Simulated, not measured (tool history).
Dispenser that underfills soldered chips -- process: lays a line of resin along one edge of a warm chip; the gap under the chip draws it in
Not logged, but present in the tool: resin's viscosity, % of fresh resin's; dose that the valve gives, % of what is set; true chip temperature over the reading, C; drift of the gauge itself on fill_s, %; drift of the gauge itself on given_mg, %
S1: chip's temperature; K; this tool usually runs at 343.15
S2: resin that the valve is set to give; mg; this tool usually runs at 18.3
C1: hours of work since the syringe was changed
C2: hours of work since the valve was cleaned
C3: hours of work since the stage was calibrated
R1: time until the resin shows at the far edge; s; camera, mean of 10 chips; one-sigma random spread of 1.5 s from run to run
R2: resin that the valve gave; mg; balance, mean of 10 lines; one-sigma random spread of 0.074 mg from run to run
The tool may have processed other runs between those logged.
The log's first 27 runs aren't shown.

run	day	S1	S2	C1	C2	C3	R1	R2
# day 4.204: new syringe of resin
28	4.254	333.15	20.0	1	43	155	234.6	19.11
29	4.417	333.15	20.0	4	46	158	297.5	19.26
30	4.558	334.15	18.9	7	49	161	357.1	18.17
31	4.767	334.15	18.9	11	53	164	479.4	18.14
# day 4.808: new syringe of resin
32	4.971	331.15	15.6	3	56	168	322.6	14.95
33	5.146	330.15	16.5	6	60	171	432.4	15.85
34	5.275	351.15	21.4	9	62	174	222.8	20.47
# day 5.396: new syringe of resin
35	5.400	334.15	18.3	0	64	176	218.4	17.44

5 options for the next run, each taken on its own from the tool as it stands now. Forecast them:
A	5.525	331.15	18.3	2	67	178	?	?
B	5.525	334.15	17.8	2	67	178	?	?
C	5.525	343.15	21.8	2	67	178	?	?
D	5.525	334.15	19.7	2	67	178	?	?
E	5.525	344.15	21.0	2	67	178	?	?

run	R1	R2
A	290.0	17.52
B	264.1	16.96
C	179.3	20.86
D	255.4	18.70
E	174.7	20.00
The same runs, with their run-to-run variation unchanged, on a tool lacking any hidden condition would have given:
run	R1	R2
A	230.8	18.39
B	209.9	17.81
C	143.8	21.90
D	203.9	19.64
E	139.9	21.00
